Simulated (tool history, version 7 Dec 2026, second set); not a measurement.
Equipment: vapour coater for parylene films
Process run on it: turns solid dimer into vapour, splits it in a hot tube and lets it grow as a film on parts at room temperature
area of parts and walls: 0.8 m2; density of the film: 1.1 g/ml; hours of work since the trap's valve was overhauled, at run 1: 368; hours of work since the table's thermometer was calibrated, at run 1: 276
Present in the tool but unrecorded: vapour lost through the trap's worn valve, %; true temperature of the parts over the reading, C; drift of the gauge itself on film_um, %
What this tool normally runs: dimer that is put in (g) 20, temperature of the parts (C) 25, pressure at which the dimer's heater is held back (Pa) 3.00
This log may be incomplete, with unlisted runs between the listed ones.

run,hour,dimer that is put in (g),temperature of the parts (C),pressure at which the dimer's heater is held back (Pa),hours of work since the trap's valve was overhauled,hours of work since the table's thermometer was calibrated,thickness of the film (µm)
1,0.0,20,25,3.00,368,276,12.59
2,13.0,20,25,3.00,380,288,12.83
3,24.6,20,25,3.00,389,297,12.70
4,33.3,20,25,3.00,397,305,12.61
5,48.6,20,25,3.00,410,318,12.59
6,63.5,20,25,3.00,423,331,12.51
7,76.9,20,25,3.18,434,342,12.64
# hour 79.2: table's thermometer calibrated
8,96.5,28,25,3.18,450,15,17.39
9,105.5,28,25,2.07,458,22,18.12
10,115.6,28,25,2.07,466,31,18.09
11,133.9,24,25,2.07,482,47,15.54
12,151.4,13,18,2.64,497,62,10.20
13,160.8,13,18,2.64,505,70,10.33
14,180.0,20,25,3.00,522,86,12.42

Each row is a separate what-if for the run after 14, all from the same tool condition, not one after another. Results?
# hour 189.3: table's thermometer calibrated, once more
# hour 201.0: trap's valve overhauled
A,201.0,20,31,3.00,0,7,?
# hour 189.3: table's thermometer calibrated, once more
# hour 201.0: trap's valve overhauled
B,201.0,20,25,4.51,0,7,?
# hour 189.3: table's thermometer calibrated, once more
# hour 201.0: trap's valve overhauled
C,201.0,10,30,11.87,0,7,?
# hour 189.3: table's thermometer calibrated, once more
# hour 201.0: trap's valve overhauled
D,201.0,10,17,3.00,0,7,?
# hour 189.3: table's thermometer calibrated, once more
# hour 201.0: trap's valve overhauled
E,201.0,35,18,3.00,0,7,?

run,thickness of the film (µm)
A,10.72
B,12.57
C,5.03
D,8.57
E,28.48
What these runs would have given with no unlogged condition in the tool:
run,thickness of the film (µm)
A,10.84
B,12.71
C,5.08
D,8.66
E,28.80
